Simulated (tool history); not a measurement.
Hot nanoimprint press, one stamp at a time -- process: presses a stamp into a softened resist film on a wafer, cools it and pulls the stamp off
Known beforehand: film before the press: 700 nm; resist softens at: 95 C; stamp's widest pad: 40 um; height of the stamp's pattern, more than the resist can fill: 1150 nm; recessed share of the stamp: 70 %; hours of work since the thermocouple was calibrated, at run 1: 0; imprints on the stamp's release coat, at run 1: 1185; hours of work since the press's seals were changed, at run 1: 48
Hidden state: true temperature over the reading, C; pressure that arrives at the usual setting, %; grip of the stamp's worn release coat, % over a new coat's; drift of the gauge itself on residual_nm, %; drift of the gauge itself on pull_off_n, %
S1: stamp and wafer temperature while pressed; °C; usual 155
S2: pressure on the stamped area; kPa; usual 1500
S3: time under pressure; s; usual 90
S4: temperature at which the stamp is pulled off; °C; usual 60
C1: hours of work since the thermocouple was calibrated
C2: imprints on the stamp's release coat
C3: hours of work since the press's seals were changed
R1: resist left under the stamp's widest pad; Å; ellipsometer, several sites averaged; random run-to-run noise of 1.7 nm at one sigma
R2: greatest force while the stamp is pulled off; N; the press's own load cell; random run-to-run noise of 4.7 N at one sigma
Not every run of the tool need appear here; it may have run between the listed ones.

run,day,S1,S2,S3,S4,C1,C2,C3,R1,R2
1,0.000,155,1500,90,60,0,1185,48,2751,232
2,0.479,155,1500,90,60,8,1214,55,2765,235
3,0.888,155,1500,90,60,14,1237,62,2761,225
# day 1.525: stamp cleaned and given a new release coat
4,1.842,155,1500,90,60,26,19,74,2747,221
5,2.292,155,1500,90,60,33,45,81,2729,238
6,2.779,155,1500,90,52,41,73,89,2701,262
7,3.142,155,1500,90,52,47,94,95,2734,270
8,3.654,155,1500,90,52,56,125,103,2740,260
9,4.367,155,1500,90,60,67,166,115,2749,231
10,4.717,155,1500,90,60,73,187,120,2758,225
11,5.388,155,1500,90,60,84,226,131,2746,236
12,5.725,155,1500,90,60,89,245,137,2727,234
13,6.321,155,1500,90,60,99,280,146,2746,235
14,6.812,155,1500,90,60,107,309,155,2763,225
15,7.275,151,1840,99,64,115,336,162,3125,212
16,7.946,151,1840,99,64,126,376,173,3128,213
17,8.492,148,1840,72,64,134,407,182,4117,215
18,8.954,160,1080,80,64,142,434,189,2491,218
19,9.667,160,1080,80,64,154,476,201,2489,213
20,10.304,160,1080,80,64,164,513,211,2487,213

The next listed run, before its measurement:
21,11.029,160,1080,80,66,176,556,223,?,?

For run 21 the tool returned R1 2519 Å, R2 207 N.
Without the tool's hidden state the same run would have given R1 2517 Å, R2 205 N.
